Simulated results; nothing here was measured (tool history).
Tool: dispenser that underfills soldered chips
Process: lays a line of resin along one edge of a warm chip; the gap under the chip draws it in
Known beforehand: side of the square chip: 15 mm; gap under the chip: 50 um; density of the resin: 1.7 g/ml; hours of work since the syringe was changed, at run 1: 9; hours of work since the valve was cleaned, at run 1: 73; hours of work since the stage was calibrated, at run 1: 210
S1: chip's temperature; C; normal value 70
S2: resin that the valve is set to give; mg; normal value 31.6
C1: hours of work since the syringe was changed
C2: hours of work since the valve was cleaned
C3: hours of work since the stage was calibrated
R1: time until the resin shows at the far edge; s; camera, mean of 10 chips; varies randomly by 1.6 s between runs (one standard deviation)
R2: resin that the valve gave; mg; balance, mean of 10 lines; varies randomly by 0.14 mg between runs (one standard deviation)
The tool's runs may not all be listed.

{"run": 1, "hour": 0.0, "S1": 70, "S2": 31.6, "C1": 9, "C2": 73, "C3": 210, "R1": 216.5, "R2": 30.45}
{"hour": 1.1, "done": "new syringe of resin"}
{"run": 2, "hour": 6.1, "S1": 70, "S2": 31.6, "C1": 3, "C2": 77, "C3": 214, "R1": 174.4, "R2": 30.61}
{"run": 3, "hour": 14.1, "S1": 70, "S2": 31.6, "C1": 9, "C2": 82, "C3": 219, "R1": 217.2, "R2": 30.66}
{"hour": 15.5, "done": "new syringe of resin"}
{"run": 4, "hour": 19.6, "S1": 70, "S2": 31.6, "C1": 3, "C2": 85, "C3": 222, "R1": 169.3, "R2": 30.5}
{"run": 5, "hour": 26.5, "S1": 70, "S2": 31.6, "C1": 7, "C2": 90, "C3": 227, "R1": 198.9, "R2": 30.51}
{"hour": 30.0, "done": "new syringe of resin"}
{"run": 6, "hour": 32.0, "S1": 70, "S2": 31.6, "C1": 1, "C2": 93, "C3": 230, "R1": 157.4, "R2": 30.44}
{"hour": 37.9, "done": "dispensing valve cleaned and set on the balance"}
{"run": 7, "hour": 40.8, "S1": 70, "S2": 31.6, "C1": 6, "C2": 2, "C3": 236, "R1": 193.6, "R2": 31.58}
{"hour": 44.8, "done": "new syringe of resin"}
{"run": 8, "hour": 48.8, "S1": 70, "S2": 30.7, "C1": 3, "C2": 7, "C3": 241, "R1": 168.5, "R2": 30.86}
{"hour": 58.5, "done": "new syringe of resin"}
{"run": 9, "hour": 60.3, "S1": 70, "S2": 30.7, "C1": 1, "C2": 14, "C3": 248, "R1": 161, "R2": 30.46}
{"run": 10, "hour": 67.5, "S1": 70, "S2": 30.7, "C1": 6, "C2": 19, "C3": 253, "R1": 195, "R2": 30.59}
{"hour": 72.9, "done": "new syringe of resin"}
{"run": 11, "hour": 78.5, "S1": 70, "S2": 30.7, "C1": 4, "C2": 26, "C3": 260, "R1": 173.4, "R2": 30.22}
{"hour": 87.3, "done": "new syringe of resin"}
{"run": 12, "hour": 87.9, "S1": 70, "S2": 31.6, "C1": 0, "C2": 32, "C3": 266, "R1": 146.8, "R2": 31.04}
{"run": 13, "hour": 97.2, "S1": 70, "S2": 31.6, "C1": 7, "C2": 38, "C3": 272, "R1": 190.1, "R2": 31.34}
{"hour": 101.2, "done": "new syringe of resin"}
{"run": 14, "hour": 110.0, "S1": 70, "S2": 31.6, "C1": 6, "C2": 46, "C3": 280, "R1": 186.4, "R2": 30.95}
{"hour": 115.6, "done": "new syringe of resin"}
{"run": 15, "hour": 119.9, "S1": 59, "S2": 31.6, "C1": 3, "C2": 53, "C3": 286, "R1": 278.5, "R2": 30.88}
{"run": 16, "hour": 125.2, "S1": 70, "S2": 32.5, "C1": 6, "C2": 56, "C3": 290, "R1": 189.3, "R2": 31.75}
{"hour": 129.6, "done": "new syringe of resin"}
{"run": 17, "hour": 134.4, "S1": 68, "S2": 31.6, "C1": 3, "C2": 62, "C3": 296, "R1": 176.6, "R2": 30.95}
{"hour": 144.1, "done": "new syringe of resin"}
{"run": 18, "hour": 144.1, "S1": 68, "S2": 31.6, "C1": 0, "C2": 68, "C3": 302, "R1": 162.2, "R2": 30.68}
{"run": 19, "hour": 149.6, "S1": 77, "S2": 28.2, "C1": 4, "C2": 72, "C3": 306, "R1": 129.2, "R2": 27.25}
{"hour": 158.6, "done": "new syringe of resin"}
{"run": 20, "hour": 159.5, "S1": 80, "S2": 35.3, "C1": 1, "C2": 78, "C3": 312, "R1": 95.2, "R2": 34.36}
{"run": 21, "hour": 170.4, "S1": 80, "S2": 35.3, "C1": 8, "C2": 85, "C3": 319, "R1": 129.2, "R2": 33.96}
{"hour": 172.5, "done": "new syringe of resin"}
{"run": 22, "hour": 177.2, "S1": 67, "S2": 38, "C1": 3, "C2": 90, "C3": 323, "R1": 186.7, "R2": 36.38}
{"hour": 186.4, "done": "new syringe of resin"}
{"hour": 188.2, "done": "dispensing valve cleaned and set on the balance"}
{"run": 23, "hour": 189.5, "S1": 67, "S2": 38, "C1": 1, "C2": 1, "C3": 331, "R1": 171.1, "R2": 37.74}
{"run": 24, "hour": 200.7, "S1": 72, "S2": 31.6, "C1": 9, "C2": 8, "C3": 338, "R1": 191.7, "R2": 31.4}
{"hour": 201.7, "done": "new syringe of resin"}
{"run": 25, "hour": 211.8, "S1": 59, "S2": 31.3, "C1": 7, "C2": 15, "C3": 345, "R1": 312.8, "R2": 30.85}
{"hour": 215.7, "done": "new syringe of resin"}
{"run": 26, "hour": 222.5, "S1": 71, "S2": 38.9, "C1": 4, "C2": 22, "C3": 352, "R1": 163, "R2": 38.59}
{"hour": 230.1, "done": "new syringe of resin"}
{"run": 27, "hour": 234.5, "S1": 79, "S2": 32.2, "C1": 3, "C2": 30, "C3": 360, "R1": 110.7, "R2": 31.72}
{"hour": 244.0, "done": "new syringe of resin"}
{"run": 28, "hour": 244.0, "S1": 79, "S2": 32.2, "C1": 0, "C2": 36, "C3": 366, "R1": 98.5, "R2": 31.58}
{"run": 29, "hour": 250.0, "S1": 64, "S2": 40.4, "C1": 4, "C2": 40, "C3": 370, "R1": 219.2, "R2": 39.56}
{"hour": 258.0, "done": "new syringe of resin"}
{"run": 30, "hour": 258.0, "S1": 58, "S2": 36.7, "C1": 0, "C2": 45, "C3": 375, "R1": 246.4, "R2": 35.94}
{"run": 31, "hour": 264.3, "S1": 63, "S2": 32.3, "C1": 4, "C2": 49, "C3": 379, "R1": 233.2, "R2": 31.41}
{"run": 32, "hour": 271.3, "S1": 81, "S2": 40.6, "C1": 9, "C2": 54, "C3": 383, "R1": 126.6, "R2": 39.16}
{"hour": 272.3, "done": "new syringe of resin"}
{"run": 33, "hour": 279.2, "S1": 81, "S2": 34.3, "C1": 5, "C2": 59, "C3": 388, "R1": 107.7, "R2": 33.39}
{"run": 34, "hour": 285.0, "S1": 85, "S2": 26.9, "C1": 8, "C2": 63, "C3": 392, "R1": 108.2, "R2": 26.14}

Expected results for the next run?
{"hour": 286.6, "done": "new syringe of resin"}
{"run": 35, "hour": 295.8, "S1": 78, "S2": 41, "C1": 6, "C2": 69, "C3": 399, "R1": "?", "R2": "?"}

R1: 126.9 s
R2: 39.63 mg
On a tool with no hidden condition, and with the same random variation, this run would have come out at R1 109.8 s, R2 40.97 mg.
